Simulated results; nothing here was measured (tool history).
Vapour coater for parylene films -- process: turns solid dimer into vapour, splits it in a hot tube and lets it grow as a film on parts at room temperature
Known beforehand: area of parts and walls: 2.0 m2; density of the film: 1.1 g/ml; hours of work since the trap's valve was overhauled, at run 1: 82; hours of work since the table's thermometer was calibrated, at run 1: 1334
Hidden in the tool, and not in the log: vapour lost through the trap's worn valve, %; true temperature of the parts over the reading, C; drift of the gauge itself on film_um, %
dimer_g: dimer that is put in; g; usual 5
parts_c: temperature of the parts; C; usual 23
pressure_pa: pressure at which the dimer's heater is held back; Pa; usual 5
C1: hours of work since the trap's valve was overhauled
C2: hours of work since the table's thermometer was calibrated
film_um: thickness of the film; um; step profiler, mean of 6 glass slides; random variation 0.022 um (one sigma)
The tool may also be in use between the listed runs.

{"run": 1, "hour": 0.0, "dimer_g": 5, "parts_c": 23, "pressure_pa": 5, "C1": 82, "C2": 1334, "film_um": 1.26}
{"run": 2, "hour": 53.6, "dimer_g": 5, "parts_c": 19, "pressure_pa": 5, "C1": 120, "C2": 1372, "film_um": 1.34}
{"run": 3, "hour": 98.9, "dimer_g": 5, "parts_c": 24, "pressure_pa": 5, "C1": 151, "C2": 1403, "film_um": 1.18}
{"run": 4, "hour": 140.3, "dimer_g": 5, "parts_c": 24, "pressure_pa": 5, "C1": 181, "C2": 1432, "film_um": 1.26}
{"run": 5, "hour": 176.5, "dimer_g": 5, "parts_c": 24, "pressure_pa": 5, "C1": 206, "C2": 1458, "film_um": 1.23}
{"run": 6, "hour": 209.6, "dimer_g": 5, "parts_c": 24, "pressure_pa": 5, "C1": 229, "C2": 1481, "film_um": 1.26}
{"hour": 224.7, "done": "trap's valve overhauled"}
{"run": 7, "hour": 264.1, "dimer_g": 5, "parts_c": 23, "pressure_pa": 5, "C1": 28, "C2": 1517, "film_um": 1.24}
{"run": 8, "hour": 293.9, "dimer_g": 5, "parts_c": 23, "pressure_pa": 5, "C1": 49, "C2": 1538, "film_um": 1.25}
{"run": 9, "hour": 344.1, "dimer_g": 5, "parts_c": 23, "pressure_pa": 5, "C1": 84, "C2": 1573, "film_um": 1.25}
{"run": 10, "hour": 393.4, "dimer_g": 5, "parts_c": 23, "pressure_pa": 5, "C1": 119, "C2": 1607, "film_um": 1.24}
{"run": 11, "hour": 416.9, "dimer_g": 3, "parts_c": 23, "pressure_pa": 5, "C1": 135, "C2": 1624, "film_um": 0.75}
{"run": 12, "hour": 439.3, "dimer_g": 3, "parts_c": 23, "pressure_pa": 5, "C1": 151, "C2": 1640, "film_um": 0.72}
{"run": 13, "hour": 480.2, "dimer_g": 3, "parts_c": 23, "pressure_pa": 5, "C1": 180, "C2": 1668, "film_um": 0.75}
{"run": 14, "hour": 533.4, "dimer_g": 3, "parts_c": 23, "pressure_pa": 5, "C1": 217, "C2": 1706, "film_um": 0.74}
{"hour": 567.9, "done": "trap's valve overhauled"}
{"run": 15, "hour": 575.0, "dimer_g": 3, "parts_c": 23, "pressure_pa": 5, "C1": 5, "C2": 1732, "film_um": 0.79}
{"run": 16, "hour": 624.9, "dimer_g": 3, "parts_c": 23, "pressure_pa": 5, "C1": 40, "C2": 1767, "film_um": 0.74}
{"run": 17, "hour": 657.5, "dimer_g": 5, "parts_c": 16, "pressure_pa": 5, "C1": 63, "C2": 1790, "film_um": 1.43}
{"run": 18, "hour": 680.4, "dimer_g": 5, "parts_c": 16, "pressure_pa": 5, "C1": 79, "C2": 1806, "film_um": 1.4}
{"run": 19, "hour": 713.2, "dimer_g": 5, "parts_c": 16, "pressure_pa": 5, "C1": 102, "C2": 1829, "film_um": 1.37}
{"run": 20, "hour": 759.7, "dimer_g": 5, "parts_c": 16, "pressure_pa": 5, "C1": 135, "C2": 1862, "film_um": 1.42}
{"run": 21, "hour": 786.9, "dimer_g": 5, "parts_c": 16, "pressure_pa": 5, "C1": 154, "C2": 1881, "film_um": 1.43}
{"run": 22, "hour": 839.1, "dimer_g": 4, "parts_c": 16, "pressure_pa": 5, "C1": 191, "C2": 1918, "film_um": 1.09}
{"run": 23, "hour": 891.5, "dimer_g": 4, "parts_c": 16, "pressure_pa": 5, "C1": 227, "C2": 1955, "film_um": 1.13}
{"hour": 912.7, "done": "trap's valve overhauled"}
{"run": 24, "hour": 923.3, "dimer_g": 5, "parts_c": 23, "pressure_pa": 5, "C1": 7, "C2": 1974, "film_um": 1.24}
{"run": 25, "hour": 961.2, "dimer_g": 5, "parts_c": 23, "pressure_pa": 5, "C1": 34, "C2": 2001, "film_um": 1.25}
{"run": 26, "hour": 1015.0, "dimer_g": 5, "parts_c": 16, "pressure_pa": 5, "C1": 72, "C2": 2039, "film_um": 1.4}
{"run": 27, "hour": 1038.0, "dimer_g": 7, "parts_c": 25, "pressure_pa": 4.76, "C1": 88, "C2": 2055, "film_um": 1.7}
{"run": 28, "hour": 1069.4, "dimer_g": 5, "parts_c": 23, "pressure_pa": 2.23, "C1": 110, "C2": 2077, "film_um": 1.34}
{"run": 29, "hour": 1117.0, "dimer_g": 5, "parts_c": 23, "pressure_pa": 2.23, "C1": 144, "C2": 2110, "film_um": 1.37}
{"run": 30, "hour": 1169.4, "dimer_g": 5, "parts_c": 16, "pressure_pa": 11.06, "C1": 180, "C2": 2147, "film_um": 1.3}
{"run": 31, "hour": 1221.1, "dimer_g": 5, "parts_c": 16, "pressure_pa": 11.06, "C1": 217, "C2": 2183, "film_um": 1.27}
{"run": 32, "hour": 1247.6, "dimer_g": 7, "parts_c": 27, "pressure_pa": 10.3, "C1": 235, "C2": 2202, "film_um": 1.51}
{"hour": 1255.0, "done": "trap's valve overhauled"}
{"run": 33, "hour": 1293.6, "dimer_g": 7, "parts_c": 27, "pressure_pa": 10.3, "C1": 27, "C2": 2232, "film_um": 1.51}
{"run": 34, "hour": 1336.7, "dimer_g": 5, "parts_c": 23, "pressure_pa": 5, "C1": 57, "C2": 2262, "film_um": 1.24}
{"run": 35, "hour": 1367.4, "dimer_g": 3, "parts_c": 16, "pressure_pa": 9.23, "C1": 79, "C2": 2283, "film_um": 0.8}
{"hour": 1385.2, "done": "table's thermometer calibrated"}
{"run": 36, "hour": 1415.8, "dimer_g": 8, "parts_c": 20, "pressure_pa": 9.23, "C1": 112, "C2": 22, "film_um": 1.99}
{"run": 37, "hour": 1464.3, "dimer_g": 8, "parts_c": 20, "pressure_pa": 9.23, "C1": 146, "C2": 56, "film_um": 1.91}
{"run": 38, "hour": 1487.9, "dimer_g": 5, "parts_c": 23, "pressure_pa": 11.55, "C1": 163, "C2": 72, "film_um": 1.08}
{"run": 39, "hour": 1527.9, "dimer_g": 4, "parts_c": 18, "pressure_pa": 10.84, "C1": 191, "C2": 100, "film_um": 1}
{"run": 40, "hour": 1557.2, "dimer_g": 7, "parts_c": 23, "pressure_pa": 10.12, "C1": 212, "C2": 121, "film_um": 1.6}
{"hour": 1600.1, "done": "trap's valve overhauled"}
{"run": 41, "hour": 1606.9, "dimer_g": 7, "parts_c": 23, "pressure_pa": 10.12, "C1": 5, "C2": 153, "film_um": 1.63}
{"run": 42, "hour": 1644.9, "dimer_g": 7, "parts_c": 16, "pressure_pa": 2.36, "C1": 32, "C2": 180, "film_um": 2.15}
{"run": 43, "hour": 1682.6, "dimer_g": 5, "parts_c": 16, "pressure_pa": 5, "C1": 58, "C2": 206, "film_um": 1.4}
{"run": 44, "hour": 1714.9, "dimer_g": 7, "parts_c": 23, "pressure_pa": 5, "C1": 81, "C2": 229, "film_um": 1.76}
{"run": 45, "hour": 1740.2, "dimer_g": 5, "parts_c": 28, "pressure_pa": 3.08, "C1": 98, "C2": 247, "film_um": 1.25}
{"run": 46, "hour": 1763.7, "dimer_g": 5, "parts_c": 30, "pressure_pa": 3.08, "C1": 115, "C2": 263, "film_um": 1.19}
{"run": 47, "hour": 1813.5, "dimer_g": 5, "parts_c": 34, "pressure_pa": 3.69, "C1": 150, "C2": 298, "film_um": 1.12}

For each entry between runs, how does the tool's hidden state at the last listed run before it compare with that at the first listed run after it?
After run 6, before run 7: trap's valve overhauled (hour 224.7)
  vapour lost through the trap's worn valve, %: 0.7 -> 0.1
After run 14, before run 15: trap's valve overhauled (hour 567.9)
  vapour lost through the trap's worn valve, %: 0.6 -> 0
After run 23, before run 24: trap's valve overhauled (hour 912.7)
  vapour lost through the trap's worn valve, %: 0.7 -> 0
After run 32, before run 33: trap's valve overhauled (hour 1255)
  vapour lost through the trap's worn valve, %: 0.7 -> 0.1
After run 35, before run 36: table's thermometer calibrated (hour 1385.2)
  true temperature of the parts over the reading, C: 0.05 -> -0.01
After run 40, before run 41: trap's valve overhauled (hour 1600.1)
  vapour lost through the trap's worn valve, %: 0.6 -> 0; true temperature of the parts over the reading, C: -0.01 -> 0

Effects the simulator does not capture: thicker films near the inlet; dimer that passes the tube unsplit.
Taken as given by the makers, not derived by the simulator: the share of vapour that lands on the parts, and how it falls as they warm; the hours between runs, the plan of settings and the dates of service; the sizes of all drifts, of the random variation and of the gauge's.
